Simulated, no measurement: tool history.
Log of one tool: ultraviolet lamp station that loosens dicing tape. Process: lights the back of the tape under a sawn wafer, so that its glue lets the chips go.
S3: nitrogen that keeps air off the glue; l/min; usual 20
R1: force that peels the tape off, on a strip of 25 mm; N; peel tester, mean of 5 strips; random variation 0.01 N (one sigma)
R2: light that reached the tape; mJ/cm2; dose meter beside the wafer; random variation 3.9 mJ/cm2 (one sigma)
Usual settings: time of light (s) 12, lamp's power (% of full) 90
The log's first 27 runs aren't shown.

{"run": 28, "hour": 499.4, "time of light (s)": 20, "lamp's power (% of full)": 92, "S3": 8, "R1": 0.544, "R2": 857}
{"run": 29, "hour": 525.3, "time of light (s)": 7, "lamp's power (% of full)": 92, "S3": 8, "R1": 2.078, "R2": 301}
{"hour": 532.2, "done": "window cleaned of glue's vapour, once more"}
{"run": 30, "hour": 545.7, "time of light (s)": 7, "lamp's power (% of full)": 92, "S3": 8, "R1": 1.704, "R2": 373}
{"run": 31, "hour": 557.0, "time of light (s)": 8, "lamp's power (% of full)": 90, "S3": 16, "R1": 1.134, "R2": 411}
{"run": 32, "hour": 577.3, "time of light (s)": 8, "lamp's power (% of full)": 90, "S3": 16, "R1": 1.11, "R2": 412}
{"run": 33, "hour": 601.5, "time of light (s)": 12, "lamp's power (% of full)": 66, "S3": 20, "R1": 0.882, "R2": 445}
{"run": 34, "hour": 618.8, "time of light (s)": 12, "lamp's power (% of full)": 68, "S3": 17, "R1": 0.928, "R2": 459}
{"run": 35, "hour": 634.7, "time of light (s)": 12, "lamp's power (% of full)": 68, "S3": 17, "R1": 0.93, "R2": 458}
{"run": 36, "hour": 646.6, "time of light (s)": 12, "lamp's power (% of full)": 68, "S3": 17, "R1": 0.942, "R2": 457}
{"run": 37, "hour": 668.9, "time of light (s)": 12, "lamp's power (% of full)": 68, "S3": 17, "R1": 0.949, "R2": 452}
{"run": 38, "hour": 683.2, "time of light (s)": 12, "lamp's power (% of full)": 68, "S3": 17, "R1": 0.968, "R2": 453}
{"run": 39, "hour": 705.7, "time of light (s)": 12, "lamp's power (% of full)": 68, "S3": 17, "R1": 0.916, "R2": 448}
{"run": 40, "hour": 729.9, "time of light (s)": 12, "lamp's power (% of full)": 61, "S3": 20, "R1": 0.999, "R2": 402}
{"run": 41, "hour": 750.4, "time of light (s)": 12, "lamp's power (% of full)": 61, "S3": 20, "R1": 1.031, "R2": 397}
{"run": 42, "hour": 771.2, "time of light (s)": 12, "lamp's power (% of full)": 61, "S3": 20, "R1": 1.07, "R2": 401}
{"run": 43, "hour": 792.6, "time of light (s)": 12, "lamp's power (% of full)": 61, "S3": 20, "R1": 1.067, "R2": 397}

4 ways to go on from here, each from the tool as it stands after run 43. What would each give?
{"run": "A", "hour": 808.5, "time of light (s)": 9, "lamp's power (% of full)": 60, "S3": 10, "R1": "?", "R2": "?"}
{"run": "B", "hour": 808.5, "time of light (s)": 12, "lamp's power (% of full)": 65, "S3": 13, "R1": "?", "R2": "?"}
{"run": "C", "hour": 808.5, "time of light (s)": 16, "lamp's power (% of full)": 68, "S3": 26, "R1": "?", "R2": "?"}
{"run": "D", "hour": 808.5, "time of light (s)": 19, "lamp's power (% of full)": 90, "S3": 20, "R1": "?", "R2": "?"}

run=A R1=1.933 R2=292
run=B R1=1.205 R2=417
run=C R1=0.487 R2=590
run=D R1=0.253 R2=924
Without the tool's hidden state the same runs would have given:
run=A R1=1.717 R2=336
run=B R1=1.006 R2=479
run=C R1=0.377 R2=678
run=D R1=0.203 R2=1061
